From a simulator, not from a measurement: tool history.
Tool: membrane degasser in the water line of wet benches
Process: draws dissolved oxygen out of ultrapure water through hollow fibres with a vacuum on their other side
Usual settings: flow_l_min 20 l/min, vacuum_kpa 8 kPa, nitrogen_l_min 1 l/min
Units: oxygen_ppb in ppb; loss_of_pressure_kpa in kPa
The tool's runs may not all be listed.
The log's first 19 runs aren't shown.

| run | hour | flow_l_min | vacuum_kpa | nitrogen_l_min | hours since the membrane was changed | hours since the vacuum gauge was calibrated | hours since the vacuum lines were made tight | oxygen_ppb | loss_of_pressure_kpa |
|---|---|---|---|---|---|---|---|---|---|
| 20 | 739.4 | 22 | 8 | 0.49 | 2915 | 2188 | 11020 | 413.5 | 50.7 |
| 21 | 780 | 22 | 8 | 0.49 | 2956 | 2228 | 11060 | 409.2 | 50.77 |
| 22 | 813.3 | 26 | 8 | 0.61 | 2989 | 2261 | 11094 | 401.8 | 60.14 |
| 23 | 862.8 | 26 | 15.45 | 0.61 | 3039 | 2311 | 11143 | 947.1 | 60.06 |
| 24 | 899.8 | 13 | 10.77 | 1.74 | 3076 | 2348 | 11180 | 144.7 | 29.95 |
|  | 926.4 | seals of the vacuum lines changed |
| 25 | 936.4 | 31 | 10.77 | 2.48 | 3110 | 2383 | 10 | 229.2 | 71.6 |
| 26 | 963 | 28 | 10.77 | 0.64 | 3137 | 2409 | 37 | 631.9 | 64.41 |
| 27 | 1015 | 28 | 10.77 | 0.64 | 3189 | 2461 | 89 | 625.6 | 64.87 |

Run 28 comes next. What will it give?
| 28 | 1067.1 | 28 | 14.15 | 2.97 | 3241 | 2513 | 141 | ? | ? |

oxygen_ppb: 248 ppb
loss_of_pressure_kpa: 64.84 kPa
Without the tool's hidden state the same run would have given oxygen_ppb 245.8 ppb, loss_of_pressure_kpa 64.04 kPa.
